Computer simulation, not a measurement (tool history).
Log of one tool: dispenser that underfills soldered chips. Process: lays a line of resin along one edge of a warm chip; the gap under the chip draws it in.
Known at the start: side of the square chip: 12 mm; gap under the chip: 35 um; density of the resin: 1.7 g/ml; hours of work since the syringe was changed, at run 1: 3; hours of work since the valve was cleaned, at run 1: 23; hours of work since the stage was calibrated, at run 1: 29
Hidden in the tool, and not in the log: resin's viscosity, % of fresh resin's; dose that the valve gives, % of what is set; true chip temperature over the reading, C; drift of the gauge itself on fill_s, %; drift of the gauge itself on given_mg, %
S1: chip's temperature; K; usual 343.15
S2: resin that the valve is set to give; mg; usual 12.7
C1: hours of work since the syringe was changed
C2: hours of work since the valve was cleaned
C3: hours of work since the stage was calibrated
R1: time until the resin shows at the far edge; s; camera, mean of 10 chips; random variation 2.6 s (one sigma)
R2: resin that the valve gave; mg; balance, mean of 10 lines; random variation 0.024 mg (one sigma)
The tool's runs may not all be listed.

{"run": 1, "hour": 0.0, "S1": 343.15, "S2": 12.7, "C1": 3, "C2": 23, "C3": 29, "R1": 315.0, "R2": 12.56}
{"run": 2, "hour": 4.0, "S1": 343.15, "S2": 10.9, "C1": 6, "C2": 26, "C3": 32, "R1": 392.5, "R2": 10.74}
{"run": 3, "hour": 8.8, "S1": 343.15, "S2": 10.9, "C1": 10, "C2": 29, "C3": 36, "R1": 478.5, "R2": 10.76}
{"hour": 11.3, "done": "new syringe of resin"}
{"run": 4, "hour": 16.2, "S1": 343.15, "S2": 12.7, "C1": 4, "C2": 35, "C3": 42, "R1": 328.1, "R2": 12.48}
{"run": 5, "hour": 25.1, "S1": 343.15, "S2": 16.0, "C1": 11, "C2": 42, "C3": 48, "R1": 461.0, "R2": 15.66}
{"hour": 26.6, "done": "new syringe of resin"}
{"run": 6, "hour": 34.5, "S1": 336.15, "S2": 12.7, "C1": 6, "C2": 49, "C3": 55, "R1": 519.2, "R2": 12.42}
{"hour": 41.7, "done": "new syringe of resin"}
{"run": 7, "hour": 41.7, "S1": 336.15, "S2": 12.7, "C1": 0, "C2": 54, "C3": 61, "R1": 372.7, "R2": 12.37}
{"hour": 48.6, "done": "dispensing valve cleaned and set on the balance"}
{"run": 8, "hour": 50.5, "S1": 336.15, "S2": 12.7, "C1": 6, "C2": 1, "C3": 67, "R1": 522.9, "R2": 12.65}
{"run": 9, "hour": 54.8, "S1": 336.15, "S2": 12.7, "C1": 9, "C2": 5, "C3": 70, "R1": 628.5, "R2": 12.63}
{"hour": 58.2, "done": "new syringe of resin"}
{"run": 10, "hour": 60.9, "S1": 343.15, "S2": 12.7, "C1": 2, "C2": 9, "C3": 75, "R1": 299.3, "R2": 12.6}
{"run": 11, "hour": 66.0, "S1": 343.15, "S2": 12.7, "C1": 6, "C2": 13, "C3": 79, "R1": 371.7, "R2": 12.55}
{"run": 12, "hour": 71.4, "S1": 343.15, "S2": 12.7, "C1": 10, "C2": 17, "C3": 83, "R1": 458.0, "R2": 12.55}
{"hour": 73.4, "done": "new syringe of resin"}
{"run": 13, "hour": 76.1, "S1": 343.15, "S2": 12.7, "C1": 2, "C2": 21, "C3": 86, "R1": 307.8, "R2": 12.55}
{"run": 14, "hour": 83.5, "S1": 330.15, "S2": 11.1, "C1": 8, "C2": 27, "C3": 92, "R1": 805.3, "R2": 10.98}
{"hour": 88.9, "done": "new syringe of resin"}
{"run": 15, "hour": 92.0, "S1": 335.15, "S2": 14.7, "C1": 2, "C2": 33, "C3": 98, "R1": 448.8, "R2": 14.49}
{"run": 16, "hour": 98.7, "S1": 343.15, "S2": 13.6, "C1": 8, "C2": 38, "C3": 103, "R1": 403.8, "R2": 13.29}
{"hour": 103.8, "done": "new syringe of resin"}
{"run": 17, "hour": 104.5, "S1": 343.15, "S2": 11.2, "C1": 1, "C2": 42, "C3": 108, "R1": 298.2, "R2": 10.93}
{"run": 18, "hour": 113.7, "S1": 343.15, "S2": 11.2, "C1": 8, "C2": 49, "C3": 115, "R1": 421.8, "R2": 10.91}
{"run": 19, "hour": 118.0, "S1": 332.15, "S2": 13.7, "C1": 11, "C2": 53, "C3": 118, "R1": 832.7, "R2": 13.31}
{"hour": 118.9, "done": "new syringe of resin"}
{"run": 20, "hour": 122.1, "S1": 351.15, "S2": 12.9, "C1": 3, "C2": 56, "C3": 121, "R1": 217.9, "R2": 12.58}
{"hour": 127.0, "done": "dispensing valve cleaned and set on the balance"}
{"run": 21, "hour": 131.7, "S1": 351.15, "S2": 12.9, "C1": 9, "C2": 4, "C3": 128, "R1": 305.7, "R2": 12.91}
{"hour": 135.0, "done": "new syringe of resin"}
{"run": 22, "hour": 139.9, "S1": 329.15, "S2": 13.1, "C1": 4, "C2": 10, "C3": 134, "R1": 669.2, "R2": 13.05}
{"run": 23, "hour": 145.0, "S1": 331.15, "S2": 12.2, "C1": 8, "C2": 14, "C3": 138, "R1": 753.1, "R2": 12.16}
{"hour": 150.0, "done": "new syringe of resin"}
{"run": 24, "hour": 154.1, "S1": 331.15, "S2": 12.2, "C1": 3, "C2": 20, "C3": 145, "R1": 600.6, "R2": 12.11}
{"run": 25, "hour": 160.9, "S1": 331.15, "S2": 12.2, "C1": 8, "C2": 26, "C3": 150, "R1": 796.6, "R2": 12.12}

Forecast each of these 5 alternatives for the next run:
{"hour": 164.8, "done": "new syringe of resin"}
{"run": "A", "hour": 167.9, "S1": 340.15, "S2": 15.3, "C1": 2, "C2": 31, "C3": 155, "R1": "?", "R2": "?"}
{"hour": 164.8, "done": "new syringe of resin"}
{"run": "B", "hour": 167.9, "S1": 331.15, "S2": 13.4, "C1": 2, "C2": 31, "C3": 155, "R1": "?", "R2": "?"}
{"hour": 164.8, "done": "new syringe of resin"}
{"run": "C", "hour": 167.9, "S1": 355.15, "S2": 12.7, "C1": 2, "C2": 31, "C3": 155, "R1": "?", "R2": "?"}
{"hour": 164.8, "done": "new syringe of resin"}
{"run": "D", "hour": 167.9, "S1": 339.15, "S2": 11.7, "C1": 2, "C2": 31, "C3": 155, "R1": "?", "R2": "?"}
{"hour": 164.8, "done": "new syringe of resin"}
{"run": "E", "hour": 167.9, "S1": 338.15, "S2": 14.8, "C1": 2, "C2": 31, "C3": 155, "R1": "?", "R2": "?"}

run=A R1=346.4 R2=15.13
run=B R1=556.8 R2=13.27
run=C R1=178.5 R2=12.57
run=D R1=379.6 R2=11.58
run=E R1=382.8 R2=14.63
Without the tool's hidden state the same runs would have given:
run=A R1=289.3 R2=15.30
run=B R1=463.1 R2=13.42
run=C R1=149.8 R2=12.71
run=D R1=316.3 R2=11.71
run=E R1=319.4 R2=14.80

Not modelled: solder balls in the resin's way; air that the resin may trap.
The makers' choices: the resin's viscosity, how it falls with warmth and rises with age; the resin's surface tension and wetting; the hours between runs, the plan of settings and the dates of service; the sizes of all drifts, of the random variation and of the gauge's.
